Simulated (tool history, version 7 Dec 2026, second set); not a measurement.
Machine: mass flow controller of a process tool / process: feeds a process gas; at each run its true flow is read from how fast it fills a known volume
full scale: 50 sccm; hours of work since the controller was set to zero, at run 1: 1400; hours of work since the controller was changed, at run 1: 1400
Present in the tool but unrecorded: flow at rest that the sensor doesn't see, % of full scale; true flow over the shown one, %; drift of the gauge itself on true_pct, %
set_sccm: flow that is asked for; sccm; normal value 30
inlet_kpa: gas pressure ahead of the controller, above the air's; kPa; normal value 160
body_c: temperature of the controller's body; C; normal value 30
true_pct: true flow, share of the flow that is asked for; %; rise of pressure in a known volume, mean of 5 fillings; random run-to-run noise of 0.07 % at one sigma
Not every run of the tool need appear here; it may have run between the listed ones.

run	hour	set_sccm	inlet_kpa	body_c	hours of work since the controller was set to zero	hours of work since the controller was changed	true_pct
1	0	30	160	30	1400	1400	99.06
2	346.4	30	160	30	1636	1636	99.25
3	806	30	160	30	1951	1951	98.98
4	1167.5	30	160	30	2198	2198	98.99
5	1644.6	30	160	30	2524	2524	99.1
6	1861.7	30	160	24	2672	2672	99.74
7	2111.8	30	160	24	2843	2843	99.8
8	2469.9	30	160	24	3088	3088	99.74
9	2878.4	30	160	24	3367	3367	99.77
10	3187.8	30	160	24	3578	3578	99.83
11	3613.6	30	160	20	3869	3869	100.35
12	3894.1	30	160	30	4061	4061	99.09
13	4147.1	30	160	30	4234	4234	99
14	4583.6	30	160	30	4532	4532	99.07
15	5060.2	30	160	30	4858	4858	99.19
16	5317.2	30	171	30	5033	5033	98.97
17	5648.2	30	171	30	5260	5260	99.14
18	5935.7	30	171	30	5456	5456	99.01
# hour 6214: controller's zero set anew
19	6399.1	30	160	23	126	5773	100.57
20	6692.4	30	160	23	327	5973	100.53
21	7166.3	30	160	30	651	6297	99.67
22	7674.5	30	160	30	998	6644	99.7
23	7891	30	277	30	1146	6792	99.42
24	8106.7	13	160	30	1293	6939	102.82
# hour 8274.4: controller's zero set anew, once more
25	8559.9	13	160	30	195	7249	97.26
26	9045.9	13	160	30	527	7581	97.42
27	9406.3	13	160	30	774	7827	97.48
28	9760.6	8	172	34	1016	8069	97.52
29	10010.5	34	211	32	1186	8240	97.03
30	10229.5	30	170	27	1336	8390	97.68
31	10476.9	5	160	30	1505	8559	99.22
32	10747.2	23	160	30	1690	8744	97.39
# hour 10824.8: controller exchanged for a calibrated one
33	11178.6	23	160	30	242	242	99.32
34	11626.7	8	177	25	548	548	100.07
35	11949.7	7	160	33	769	769	99.38
36	12378.6	30	233	35	1062	1062	98.55
37	12735.5	30	253	29	1306	1306	99.37
38	13039.8	30	257	36	1514	1514	98.47
39	13451.9	30	163	36	1795	1795	98.61
40	13658	30	163	36	1936	1936	98.8
41	14139.6	30	163	36	2265	2265	98.85
42	14552.7	30	163	36	2548	2548	98.71
43	14760.1	11	234	23	2689	2689	101.13
44	15257.6	30	171	30	3029	3029	99.39
45	15463.2	30	231	35	3170	3170	98.7
46	15853.3	23	218	20	3436	3436	100.64
47	16347.8	23	218	20	3774	3774	100.77
48	16782.7	13	160	30	4072	4072	100.69
49	17161.6	13	160	30	4331	4331	100.68

Hidden state at the last listed run before each entry between runs and at the first one after, where it differs:
In the gap between runs 18 and 19: controller's zero set anew (hour 6214)
  flow at rest that the sensor doesn't see, % of full scale: 0.879 -> 1.32; true flow over the shown one, %: -1.58 -> -1.65
  the result without the hidden state subtracted from the measured one, true_pct: -0.11 -> +0.54 %
In the gap between runs 24 and 25: controller's zero set anew, once more (hour 8274.4)
  flow at rest that the sensor doesn't see, % of full scale: 1.489 -> 0.067; true flow over the shown one, %: -1.92 -> -1.99
  the result without the hidden state subtracted from the measured one, true_pct: +3.81 -> -1.74 %
In the gap between runs 32 and 33: controller exchanged for a calibrated one (hour 10824.8)
  flow at rest that the sensor doesn't see, % of full scale: 0.289 -> 0.051; true flow over the shown one, %: -2.33 -> 0.08
  the result without the hidden state subtracted from the measured one, true_pct: -1.7 -> +0.19 %
